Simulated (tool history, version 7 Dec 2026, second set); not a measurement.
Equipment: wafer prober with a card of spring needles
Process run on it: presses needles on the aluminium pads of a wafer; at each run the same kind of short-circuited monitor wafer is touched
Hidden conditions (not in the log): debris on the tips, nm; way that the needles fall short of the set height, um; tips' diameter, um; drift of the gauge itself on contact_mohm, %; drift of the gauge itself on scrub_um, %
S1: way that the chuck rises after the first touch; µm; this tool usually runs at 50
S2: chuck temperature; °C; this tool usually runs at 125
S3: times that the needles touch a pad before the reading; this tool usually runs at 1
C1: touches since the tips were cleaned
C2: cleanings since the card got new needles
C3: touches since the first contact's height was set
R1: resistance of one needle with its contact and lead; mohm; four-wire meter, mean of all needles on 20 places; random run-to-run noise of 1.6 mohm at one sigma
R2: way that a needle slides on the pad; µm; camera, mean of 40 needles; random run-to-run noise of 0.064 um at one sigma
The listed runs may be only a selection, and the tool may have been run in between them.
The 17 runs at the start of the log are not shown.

run 18 hour=206.2 | S1=50 S2=125 S3=2 | C1=5952 C2=5 C3=45522 | R1=203 R2=12.59
-- hour=221.2 tips cleaned on abrasive film
run 19 hour=221.7 | S1=50 S2=125 S3=2 | C1=96 C2=6 C3=48448 | R1=159 R2=12.71
run 20 hour=230.3 | S1=38 S2=57 S3=2 | C1=1724 C2=6 C3=50076 | R1=198 R2=9.56
run 21 hour=246.2 | S1=38 S2=77 S3=3 | C1=4736 C2=6 C3=53088 | R1=205 R2=9.56
run 22 hour=256.8 | S1=50 S2=125 S3=1 | C1=6755 C2=6 C3=55107 | R1=242 R2=12.77
-- hour=267.3 tips cleaned on abrasive film
run 23 hour=267.8 | S1=50 S2=85 S3=1 | C1=96 C2=7 C3=57172 | R1=154 R2=12.67
run 24 hour=283.8 | S1=50 S2=87 S3=2 | C1=3124 C2=7 C3=60200 | R1=188 R2=12.59
run 25 hour=298.1 | S1=69 S2=87 S3=2 | C1=5833 C2=7 C3=62909 | R1=165 R2=17.49
-- hour=314.1 tips cleaned on abrasive film
run 26 hour=314.1 | S1=33 S2=87 S3=2 | C1=3 C2=8 C3=65931 | R1=177 R2=8.24
run 27 hour=320.9 | S1=33 S2=87 S3=2 | C1=1296 C2=8 C3=67224 | R1=215 R2=8.23
run 28 hour=333.5 | S1=67 S2=125 S3=1 | C1=3688 C2=8 C3=69616 | R1=178 R2=16.93
run 29 hour=345.5 | S1=45 S2=125 S3=3 | C1=5967 C2=8 C3=71895 | R1=194 R2=11.36
run 30 hour=353.8 | S1=50 S2=95 S3=1 | C1=7531 C2=8 C3=73459 | R1=244 R2=12.69
-- hour=360 tips cleaned on abrasive film
run 31 hour=368 | S1=32 S2=91 S3=1 | C1=1511 C2=9 C3=76135 | R1=265 R2=8.1
run 32 hour=383.1 | S1=38 S2=125 S3=1 | C1=4370 C2=9 C3=78994 | R1=292 R2=9.5
run 33 hour=397.2 | S1=38 S2=125 S3=1 | C1=7054 C2=9 C3=81678 | R1=317 R2=9.6

Here are 3 independent what-if runs from the current tool condition. What would each one return?
-- hour=406.7 tips cleaned on abrasive film
run A hour=407 | S1=55 S2=25 S3=3 | C1=68 C2=10 C3=83525 | R1=? R2=?
-- hour=406.7 tips cleaned on abrasive film
run B hour=407 | S1=57 S2=107 S3=1 | C1=68 C2=10 C3=83525 | R1=? R2=?
-- hour=406.7 tips cleaned on abrasive film
run C hour=407 | S1=38 S2=49 S3=1 | C1=68 C2=10 C3=83525 | R1=? R2=?

run=A R1=133 R2=13.85
run=B R1=157 R2=14.26
run=C R1=173 R2=9.59
With the hidden condition removed and each run's random variation left untouched, the same runs would have given:
run=A R1=128 R2=14
run=B R1=146 R2=14.41
run=C R1=149 R2=9.74
